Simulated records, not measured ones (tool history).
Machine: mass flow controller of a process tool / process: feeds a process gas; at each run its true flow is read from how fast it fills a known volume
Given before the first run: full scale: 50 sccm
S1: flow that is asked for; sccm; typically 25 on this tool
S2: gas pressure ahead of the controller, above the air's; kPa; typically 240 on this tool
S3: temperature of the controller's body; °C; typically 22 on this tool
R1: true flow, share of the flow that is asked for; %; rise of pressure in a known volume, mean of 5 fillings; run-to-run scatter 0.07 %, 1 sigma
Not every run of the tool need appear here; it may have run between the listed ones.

Run 1, hour 0.0: usual settings. Result: R1 98.26 %.
Run 2, hour 88.2: usual settings but S2 263 kPa. Result: R1 98.14 %.
Run 3, hour 157.8: usual settings but S2 247 kPa. Result: R1 98.34 %.
Run 4, hour 253.5: usual settings but S2 247 kPa. Result: R1 98.19 %.
Run 5, hour 312.8: usual settings. Result: R1 98.30 %.
Run 6, hour 406.4: usual settings. Result: R1 98.24 %.
Run 7, hour 465.8: usual settings. Result: R1 98.25 %.
Run 8, hour 555.3: usual settings. Result: R1 98.28 %.
Run 9, hour 600.2: usual settings. Result: R1 98.15 %.
Run 10, hour 694.0: usual settings. Result: R1 98.10 %.
Run 11, hour 752.2: usual settings. Result: R1 98.27 %.
Run 12, hour 800.6: usual settings. Result: R1 98.15 %.
Run 13, hour 868.5: usual settings. Result: R1 98.28 %.
Run 14, hour 947.6: usual settings. Result: R1 98.13 %.
Run 15, hour 1035.9: usual settings. Result: R1 98.22 %.
Run 16, hour 1101.4: usual settings but S1 13 sccm, S2 172 kPa, S3 39 °C. Result: R1 96.14 %.
Run 17, hour 1144.8: usual settings but S1 13 sccm, S2 172 kPa, S3 39 °C. Result: R1 96.11 %.
Run 18, hour 1214.5: usual settings but S1 17 sccm, S2 206 kPa, S3 38 °C. Result: R1 96.34 %.
Run 19, hour 1307.7: usual settings but S1 10 sccm, S2 213 kPa, S3 30 °C. Result: R1 96.82 %.
Run 20, hour 1347.0: usual settings but S2 178 kPa, S3 26 °C. Result: R1 98.01 %.
Run 21, hour 1407.5: usual settings but S2 178 kPa, S3 26 °C. Result: R1 98.33 %.
Run 22, hour 1504.4: usual settings but S1 29 sccm, S2 185 kPa. Result: R1 98.80 %.
Run 23, hour 1545.8: usual settings but S1 47 sccm, S2 258 kPa, S3 24 °C. Result: R1 99.21 %.
Run 24, hour 1617.7: usual settings but S1 47 sccm, S2 258 kPa, S3 24 °C. Result: R1 99.06 %.
Run 25, hour 1661.9: usual settings but S1 37 sccm, S3 27 °C. Result: R1 98.18 %.
Run 26, hour 1735.7: usual settings but S1 37 sccm, S2 155 kPa, S3 30 °C. Result: R1 98.43 %.
Run 27, hour 1815.1: usual settings but S1 37 sccm, S2 196 kPa, S3 21 °C. Result: R1 98.97 %.
Run 28, hour 1909.3: usual settings but S1 37 sccm, S2 196 kPa, S3 21 °C. Result: R1 99.13 %.
Run 29, hour 1986.6: usual settings but S1 11 sccm, S2 198 kPa. Result: R1 97.36 %.
Run 30, hour 2076.5: usual settings but S1 14 sccm, S2 266 kPa. Result: R1 97.16 %.

The log once held 2 entries between its listed runs, left out of this copy. Where does each go, and what is different about the tool's unlogged condition between the listed run before it and the listed run after it?
Runs 14 to 15: controller's zero set anew (hour 955.0)
  flow at rest that the sensor doesn't see, % of full scale: 0.059 -> 0.102; true flow over the shown one, %: -0.31 -> -0.33
  what was measured, less what the result would be without the hidden state, R1: -0.19 -> -0.12 %
Runs 22 to 23: controller's zero set anew, once more (hour 1537.5)
  flow at rest that the sensor doesn't see, % of full scale: 0.118 -> 0.029; true flow over the shown one, %: -0.42 -> -0.43
  what was measured, less what the result would be without the hidden state, R1: -0.22 -> -0.40 %

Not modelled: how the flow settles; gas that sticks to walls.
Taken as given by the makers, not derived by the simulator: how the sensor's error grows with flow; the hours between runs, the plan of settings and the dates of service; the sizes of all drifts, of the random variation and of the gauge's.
